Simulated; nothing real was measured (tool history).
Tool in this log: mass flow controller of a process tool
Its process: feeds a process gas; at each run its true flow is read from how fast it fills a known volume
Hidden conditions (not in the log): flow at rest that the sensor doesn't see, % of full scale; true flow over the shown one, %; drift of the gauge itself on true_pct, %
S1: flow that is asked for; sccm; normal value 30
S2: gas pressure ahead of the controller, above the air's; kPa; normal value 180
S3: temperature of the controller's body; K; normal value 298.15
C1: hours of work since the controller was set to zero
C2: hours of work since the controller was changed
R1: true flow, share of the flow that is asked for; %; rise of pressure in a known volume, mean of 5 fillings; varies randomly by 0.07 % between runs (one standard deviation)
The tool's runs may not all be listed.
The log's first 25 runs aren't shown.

{"run": 26, "hour": 2116.0, "S1": 30, "S2": 180, "S3": 298.15, "C1": 61, "C2": 61, "R1": 98.25}
{"run": 27, "hour": 2206.1, "S1": 30, "S2": 180, "S3": 298.15, "C1": 120, "C2": 120, "R1": 98.22}
{"run": 28, "hour": 2326.6, "S1": 14, "S2": 198, "S3": 302.15, "C1": 199, "C2": 199, "R1": 98.47}
{"run": 29, "hour": 2410.1, "S1": 34, "S2": 144, "S3": 296.15, "C1": 254, "C2": 254, "R1": 98.01}
{"run": 30, "hour": 2533.4, "S1": 66, "S2": 144, "S3": 297.15, "C1": 335, "C2": 335, "R1": 99.13}
{"run": 31, "hour": 2599.4, "S1": 100, "S2": 237, "S3": 309.15, "C1": 378, "C2": 378, "R1": 101.53}
{"run": 32, "hour": 2683.7, "S1": 34, "S2": 203, "S3": 299.15, "C1": 433, "C2": 433, "R1": 98.83}
{"run": 33, "hour": 2778.8, "S1": 79, "S2": 250, "S3": 299.15, "C1": 495, "C2": 495, "R1": 100.27}
{"run": 34, "hour": 2845.8, "S1": 79, "S2": 250, "S3": 299.15, "C1": 539, "C2": 539, "R1": 100.31}
{"run": 35, "hour": 2920.8, "S1": 16, "S2": 166, "S3": 299.15, "C1": 588, "C2": 588, "R1": 98.82}
{"run": 36, "hour": 3013.4, "S1": 21, "S2": 250, "S3": 309.15, "C1": 649, "C2": 649, "R1": 99.82}
{"run": 37, "hour": 3137.3, "S1": 52, "S2": 199, "S3": 309.15, "C1": 730, "C2": 730, "R1": 100.35}
{"run": 38, "hour": 3212.0, "S1": 14, "S2": 195, "S3": 293.15, "C1": 779, "C2": 779, "R1": 98.76}
{"run": 39, "hour": 3292.3, "S1": 14, "S2": 195, "S3": 293.15, "C1": 832, "C2": 832, "R1": 98.89}
{"run": 40, "hour": 3378.2, "S1": 51, "S2": 195, "S3": 293.15, "C1": 888, "C2": 888, "R1": 99.06}
{"run": 41, "hour": 3460.7, "S1": 30, "S2": 219, "S3": 298.15, "C1": 942, "C2": 942, "R1": 99.22}
{"run": 42, "hour": 3556.5, "S1": 30, "S2": 219, "S3": 298.15, "C1": 1005, "C2": 1005, "R1": 99.26}
{"run": 43, "hour": 3608.2, "S1": 30, "S2": 219, "S3": 298.15, "C1": 1039, "C2": 1039, "R1": 99.4}
{"run": 44, "hour": 3711.6, "S1": 30, "S2": 219, "S3": 298.15, "C1": 1106, "C2": 1106, "R1": 99.51}
{"run": 45, "hour": 3771.6, "S1": 30, "S2": 219, "S3": 298.15, "C1": 1146, "C2": 1146, "R1": 99.56}
{"run": 46, "hour": 3882.7, "S1": 28, "S2": 182, "S3": 297.15, "C1": 1218, "C2": 1218, "R1": 99.35}
{"run": 47, "hour": 4007.6, "S1": 12, "S2": 159, "S3": 295.15, "C1": 1300, "C2": 1300, "R1": 100.01}
{"run": 48, "hour": 4125.5, "S1": 12, "S2": 159, "S3": 295.15, "C1": 1377, "C2": 1377, "R1": 100.17}

What if the next run were any one of these 4? Each begins from the tool's condition after run 48:
{"run": "A", "hour": 4243.1, "S1": 30, "S2": 152, "S3": 307.15, "C1": 1454, "C2": 1454, "R1": "?"}
{"run": "B", "hour": 4243.1, "S1": 30, "S2": 180, "S3": 293.15, "C1": 1454, "C2": 1454, "R1": "?"}
{"run": "C", "hour": 4243.1, "S1": 30, "S2": 159, "S3": 298.15, "C1": 1454, "C2": 1454, "R1": "?"}
{"run": "D", "hour": 4243.1, "S1": 96, "S2": 274, "S3": 295.15, "C1": 1454, "C2": 1454, "R1": "?"}

run=A R1=100.28
run=B R1=99.27
run=C R1=99.51
run=D R1=101.13
With no hidden state in the tool, these same runs would have given:
run=A R1=98.43
run=B R1=97.41
run=C R1=97.65
run=D R1=100
